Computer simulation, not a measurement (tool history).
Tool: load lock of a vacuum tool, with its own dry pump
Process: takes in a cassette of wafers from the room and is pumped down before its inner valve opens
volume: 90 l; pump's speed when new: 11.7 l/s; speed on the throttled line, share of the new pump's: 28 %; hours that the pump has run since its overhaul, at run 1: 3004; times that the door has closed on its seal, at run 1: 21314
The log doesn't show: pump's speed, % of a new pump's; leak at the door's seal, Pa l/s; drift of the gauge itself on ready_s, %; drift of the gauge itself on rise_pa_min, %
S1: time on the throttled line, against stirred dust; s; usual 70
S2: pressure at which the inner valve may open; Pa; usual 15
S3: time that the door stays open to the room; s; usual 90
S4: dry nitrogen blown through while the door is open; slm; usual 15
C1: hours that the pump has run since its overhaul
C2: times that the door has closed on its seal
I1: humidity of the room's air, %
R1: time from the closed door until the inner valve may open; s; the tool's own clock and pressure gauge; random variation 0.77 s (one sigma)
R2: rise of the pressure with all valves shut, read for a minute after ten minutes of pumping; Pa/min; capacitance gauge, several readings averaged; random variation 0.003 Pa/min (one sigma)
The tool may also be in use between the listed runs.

Run 1, hour 0.0: usual settings; C1 3004; C2 21314; I1 42.1. Result: R1 120.8 s, R2 0.066 Pa/min.
Run 2, hour 247.2: usual settings; C1 3251; C2 21617; I1 42.4. Result: R1 119.5 s, R2 0.065 Pa/min.
Run 3, hour 619.9: usual settings; C1 3624; C2 22073; I1 45.8. Result: R1 120.0 s, R2 0.069 Pa/min.
Run 4, hour 918.3: usual settings; C1 3922; C2 22438; I1 45.6. Result: R1 119.6 s, R2 0.074 Pa/min.
Run 5, hour 1221.3: usual settings; C1 4225; C2 22809; I1 44.5. Result: R1 120.4 s, R2 0.066 Pa/min.
Run 6, hour 1565.5: usual settings but S2 26 Pa; C1 4569; C2 23230; I1 43.8. Result: R1 116.0 s, R2 0.074 Pa/min.
Run 7, hour 1929.1: usual settings but S2 26 Pa, S3 81 s; C1 4933; C2 23675; I1 46.8. Result: R1 116.8 s, R2 0.067 Pa/min.
Run 8, hour 2281.5: usual settings but S2 26 Pa, S3 81 s; C1 5285; C2 24106; I1 43.8. Result: R1 116.2 s, R2 0.066 Pa/min.
Run 9, hour 2618.4: usual settings; C1 5622; C2 24519; I1 42.5. Result: R1 122.5 s, R2 0.078 Pa/min.
Run 10, hour 3023.7: usual settings but S2 23 Pa; C1 6027; C2 25014; I1 44.6. Result: R1 116.7 s, R2 0.075 Pa/min.
Run 11, hour 3376.4: usual settings but S2 23 Pa; C1 6380; C2 25446; I1 44.9. Result: R1 116.8 s, R2 0.077 Pa/min.
Run 12, hour 3586.3: usual settings; C1 6590; C2 25703; I1 44.1. Result: R1 121.3 s, R2 0.077 Pa/min.
Run 13, hour 3949.3: usual settings; C1 6953; C2 26147; I1 43.6. Result: R1 120.9 s, R2 0.077 Pa/min.
Run 14, hour 4439.1: usual settings; C1 7443; C2 26747; I1 47.6. Result: R1 121.2 s, R2 0.077 Pa/min.
Run 15, hour 4669.8: usual settings but S1 40 s; C1 7674; C2 27029; I1 44.4. Result: R1 101.5 s, R2 0.075 Pa/min.
Run 16, hour 4997.0: usual settings but S1 40 s; C1 8001; C2 27429; I1 45.1. Result: R1 100.0 s, R2 0.075 Pa/min.
Run 17, hour 5285.1: usual settings but S1 40 s; C1 8289; C2 27782; I1 47.8. Result: R1 99.8 s, R2 0.082 Pa/min.
Run 18, hour 5615.5: usual settings but S1 40 s; C1 8619; C2 28186; I1 46.8. Result: R1 101.2 s, R2 0.082 Pa/min.
Run 19, hour 6090.0: usual settings but S1 40 s; C1 9094; C2 28767; I1 44.9. Result: R1 101.1 s, R2 0.077 Pa/min.
Run 20, hour 6317.4: usual settings but S1 86 s, S4 33 slm; C1 9321; C2 29045; I1 42.6. Result: R1 133.2 s, R2 0.071 Pa/min.
Run 21, hour 6663.3: usual settings but S1 115 s, S2 13 Pa, S3 53 s, S4 6 slm; C1 9667; C2 29469; I1 43.2. Result: R1 154.8 s, R2 0.085 Pa/min.
Run 22, hour 7006.6: usual settings but S1 40 s, S4 16 slm; C1 10010; C2 29889; I1 45.5. Result: R1 101.9 s, R2 0.086 Pa/min.
Run 23, hour 7440.5: usual settings but S3 67 s; C1 10444; C2 30420; I1 42.3. Result: R1 124.4 s, R2 0.078 Pa/min.
Run 24, hour 7730.0: usual settings but S1 83 s, S2 10 Pa, S3 155 s, S4 38 slm; C1 10734; C2 30774; I1 47.1. Result: R1 136.2 s, R2 0.069 Pa/min.
Run 25, hour 7972.7: usual settings but S1 53 s, S3 47 s; C1 10976; C2 31071; I1 47.7. Result: R1 111.6 s, R2 0.075 Pa/min.
Run 26, hour 8302.2: usual settings but S1 53 s, S3 47 s; C1 11306; C2 31474; I1 46.3. Result: R1 111.1 s, R2 0.076 Pa/min.
Run 27, hour 8525.2: usual settings but S4 35 slm; C1 11529; C2 31747; I1 43.2. Result: R1 125.0 s, R2 0.073 Pa/min.
Run 28, hour 8924.2: usual settings but S1 82 s, S2 13 Pa, S4 35 slm; C1 11928; C2 32235; I1 47.3. Result: R1 133.5 s, R2 0.081 Pa/min.
Run 29, hour 9266.1: usual settings but S1 95 s, S2 18 Pa, S4 35 slm; C1 12270; C2 32654; I1 47.6. Result: R1 140.5 s, R2 0.074 Pa/min.
Run 30, hour 9591.3: usual settings but S1 95 s, S2 18 Pa, S4 35 slm; C1 12595; C2 33052; I1 44.1. Result: R1 139.3 s, R2 0.076 Pa/min.
Run 31, hour 9970.5: usual settings but S3 35 s, S4 4 slm; C1 12974; C2 33516; I1 48.4. Result: R1 124.5 s, R2 0.088 Pa/min.
Run 32, hour 10192.3: usual settings but S3 35 s, S4 4 slm; C1 13196; C2 33787; I1 41.3. Result: R1 124.3 s, R2 0.092 Pa/min.
Run 33, hour 10639.4: usual settings but S3 35 s, S4 4 slm; C1 13643; C2 34334; I1 42.7. Result: R1 124.7 s, R2 0.089 Pa/min.
Run 34, hour 10970.1: usual settings but S1 134 s, S2 18 Pa, S3 26 s, S4 6 slm; C1 13974; C2 34739; I1 43.1. Result: R1 167.5 s, R2 0.081 Pa/min.
Run 35, hour 11407.1: usual settings but S1 56 s, S2 18 Pa, S3 26 s, S4 6 slm; C1 14411; C2 35274; I1 44.1. Result: R1 114.1 s, R2 0.084 Pa/min.
Run 36, hour 11861.4: usual settings but S1 56 s, S2 18 Pa, S3 26 s, S4 6 slm; C1 14865; C2 35830; I1 49.4. Result: R1 113.9 s, R2 0.087 Pa/min.
Run 37, hour 12233.9: usual settings but S1 56 s, S2 18 Pa, S3 156 s, S4 35 slm; C1 15238; C2 36286; I1 44.7. Result: R1 113.9 s, R2 0.086 Pa/min.

Forecast each of these 4 alternatives for the next run:
Run A, hour 12610.8: usual settings but S3 81 s, S4 13 slm; C1 15615; C2 36747; I1 46.9. Result: R1 ?, R2 ?.
Run B, hour 12610.8: usual settings but S1 124 s; C1 15615; C2 36747; I1 44.8. Result: R1 ?, R2 ?.
Run C, hour 12610.8: usual settings but S1 56 s, S2 18 Pa, S3 156 s, S4 19 slm; C1 15615; C2 36747; I1 44.9. Result: R1 ?, R2 ?.
Run D, hour 12610.8: usual settings but S2 20 Pa, S3 69 s; C1 15615; C2 36747; I1 47.6. Result: R1 ?, R2 ?.

run     R1     R2
  A  126.8  0.100
  B  162.4  0.100
  C  115.0  0.112
  D  121.9  0.098
Without the tool's hidden state the same runs would have given:
run     R1     R2
  A  120.1  0.035
  B  157.8  0.035
  C  107.9  0.048
  D  115.4  0.033

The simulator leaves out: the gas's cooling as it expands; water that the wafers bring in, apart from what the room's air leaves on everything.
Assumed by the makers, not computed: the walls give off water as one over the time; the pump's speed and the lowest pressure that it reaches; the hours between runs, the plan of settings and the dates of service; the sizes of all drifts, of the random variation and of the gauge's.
